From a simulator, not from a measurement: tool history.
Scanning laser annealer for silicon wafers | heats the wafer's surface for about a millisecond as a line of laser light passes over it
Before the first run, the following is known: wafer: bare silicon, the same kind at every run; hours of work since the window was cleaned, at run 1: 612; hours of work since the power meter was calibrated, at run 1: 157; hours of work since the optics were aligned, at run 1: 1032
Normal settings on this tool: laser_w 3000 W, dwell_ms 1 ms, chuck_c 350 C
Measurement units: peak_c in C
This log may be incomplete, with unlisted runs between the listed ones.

run     day  laser_w  dwell_ms  chuck_c  hours of work since the window was cleaned  hours of work since the power meter was calibrated  hours of work since the optics were aligned  peak_c
  1       0     3000         1      350                                         612                                                 157                                         1032    1093
  2   0.375     3000         1      350                                         616                                                 161                                         1036    1094
  3   0.775     3000         1      350                                         620                                                 166                                         1040    1089
  4   1.162     3000         1      350                                         624                                                 170                                         1044    1093
  5   1.367     3000         1      350                                         626                                                 172                                         1047    1090
  6   1.708     3000         1      350                                         630                                                 176                                         1050    1089
  7   2.004     3000         1      350                                         633                                                 179                                         1053    1090
  8     2.4     3000      0.74      350                                         637                                                 183                                         1058     985
      2.779  -- optics aligned, line set to its width
  9   2.925     3000      1.17      350                                         641                                                 186                                            2    1162
 10   3.146     3000      1.17      350                                         643                                                 189                                            4    1163
 11   3.608     3000      1.17      350                                         648                                                 193                                            9    1158
 12   4.046     3000      1.17      350                                         653                                                 198                                           13    1158
 13   4.233     3000      1.17      350                                         655                                                 200                                           15    1161
 14   4.667     3000      1.17      350                                         659                                                 205                                           20    1160
 15   4.996     3000      1.17      350                                         663                                                 208                                           24    1158
 16   5.296     3000         1      383                                         666                                                 211                                           27    1127
 17   5.629     3000         1      383                                         669                                                 215                                           30    1130
 18   5.883     3000         1      350                                         672                                                 218                                           33    1100
 19   6.133     3000         1      378                                         675                                                 220                                           36    1124
 20   6.546     2822         1      350                                         679                                                 225                                           40    1056
 21   6.817     2822         1      350                                         682                                                 228                                           43    1054
 22   7.117     2822         1      350                                         685                                                 231                                           46    1058
 23   7.454     2783       1.1      373                                         689                                                 234                                           50    1102
 24   7.712     2737      0.76      342                                         691                                                 237                                           52     939
 25   8.075     3115         1      379                                         695                                                 241                                           56    1150
 26    8.35     3199      0.98      379                                         698                                                 244                                           59    1160
 27   8.692     3227         1      379                                         702                                                 247                                           63    1171
 28   8.912     3227         1      379                                         704                                                 250                                           65    1170
 29    9.35     3000         1      384                                         709                                                 254                                           70    1128
 30   9.667     3000      0.87      384                                         712                                                 258                                           73    1076
 31  10.021     3058      0.82      341                                         716                                                 262                                           77    1026
 32  10.446     2883         1      362                                         721                                                 266                                           81    1080
 33  10.771     2602         1      347                                         724                                                 270                                           85    1000
 34  11.179     2829       1.2      315                                         728                                                 274                                           89    1089
 35  11.546     2988      0.95      336                                         732                                                 278                                           93    1058
 36  11.896     2883         1      350                                         736                                                 282                                           97    1070
 37  12.108     3000         1      372                                         738                                                 284                                           99    1113
 38  12.383     3000         1      371                                         741                                                 287                                          102    1112
 39  12.579     3000         1      328                                         743                                                 289                                          104    1071
 40  12.821     3000      0.89      350                                         746                                                 291                                          107    1048

5 options for the next run, each taken on its own from the tool as it stands now. Forecast them:
  A  13.092     3000      0.89      331                                         749                                                 294                                          109       ?
  B  13.092     3055      1.02      334                                         749                                                 294                                          109       ?
  C  13.092     2700      0.99      350                                         749                                                 294                                          109       ?
  D  13.092     2557      0.72      350                                         749                                                 294                                          109       ?
  E  13.092     2601       0.7      350                                         749                                                 294                                          109       ?

run  peak_c
  A    1032
  B    1097
  C    1020
  D     894
  E     895
What these runs would have given with no unlogged condition in the tool:
run  peak_c
  A    1070
  B    1139
  C    1057
  D     924
  E     925
